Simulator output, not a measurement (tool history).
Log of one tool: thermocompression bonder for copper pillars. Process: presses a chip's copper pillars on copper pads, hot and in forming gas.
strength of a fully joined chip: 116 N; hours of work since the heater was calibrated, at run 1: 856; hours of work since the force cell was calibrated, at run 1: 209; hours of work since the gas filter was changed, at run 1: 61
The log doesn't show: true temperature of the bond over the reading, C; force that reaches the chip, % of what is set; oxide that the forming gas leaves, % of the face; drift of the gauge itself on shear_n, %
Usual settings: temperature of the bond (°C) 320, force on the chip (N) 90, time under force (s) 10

| run | hour | temperature of the bond (°C) | force on the chip (N) | time under force (s) | hours of work since the heater was calibrated | hours of work since the force cell was calibrated | hours of work since the gas filter was changed | force that shears a chip off (N) |
|---|---|---|---|---|---|---|---|---|
| 1 | 0 | 320 | 90 | 10 | 856 | 209 | 61 | 57.6 |
| 2 | 12.4 | 320 | 90 | 10 | 861 | 214 | 66 | 57.6 |
| 3 | 25.8 | 310 | 90 | 10 | 866 | 220 | 71 | 50.7 |
| 4 | 31.8 | 320 | 73 | 10 | 869 | 222 | 74 | 48.8 |
| 5 | 39.4 | 320 | 90 | 10 | 872 | 225 | 77 | 57.5 |
| 6 | 52 | 320 | 90 | 10 | 877 | 230 | 82 | 57.2 |
| 7 | 60.3 | 320 | 90 | 10 | 881 | 234 | 85 | 57.3 |
| 8 | 66.2 | 320 | 90 | 10 | 883 | 236 | 88 | 56.9 |
| 9 | 76.6 | 307 | 90 | 10 | 887 | 240 | 92 | 49 |
| 10 | 85.4 | 320 | 112 | 11 | 891 | 244 | 96 | 68.5 |
| 11 | 95.8 | 318 | 73 | 10 | 895 | 248 | 100 | 48.1 |
| 12 | 108.5 | 318 | 73 | 10 | 900 | 253 | 105 | 48.5 |
| 13 | 120.8 | 315 | 84 | 10 | 905 | 258 | 110 | 51.4 |
| 14 | 128.4 | 339 | 55 | 9 | 908 | 262 | 113 | 48 |
| 15 | 138 | 345 | 106 | 15 | 912 | 265 | 117 | 88.5 |
| 16 | 151.5 | 312 | 58 | 5 | 918 | 271 | 123 | 27.4 |

Forecast each of these 5 alternatives for the next run:
| A | 162.3 | 320 | 90 | 12 | 922 | 275 | 127 | ? |
| B | 162.3 | 322 | 90 | 10 | 922 | 275 | 127 | ? |
| C | 162.3 | 320 | 75 | 10 | 922 | 275 | 127 | ? |
| D | 162.3 | 304 | 96 | 20 | 922 | 275 | 127 | ? |
| E | 162.3 | 313 | 75 | 5 | 922 | 275 | 127 | ? |

| run | force that shears a chip off (N) |
|---|---|
| A | 60.6 |
| B | 59.1 |
| C | 50.2 |
| D | 62.4 |
| E | 34.6 |
Without the tool's hidden state the same runs would have given:
| run | force that shears a chip off (N) |
|---|---|
| A | 60.5 |
| B | 59 |
| C | 50.1 |
| D | 62.3 |
| E | 34.5 |
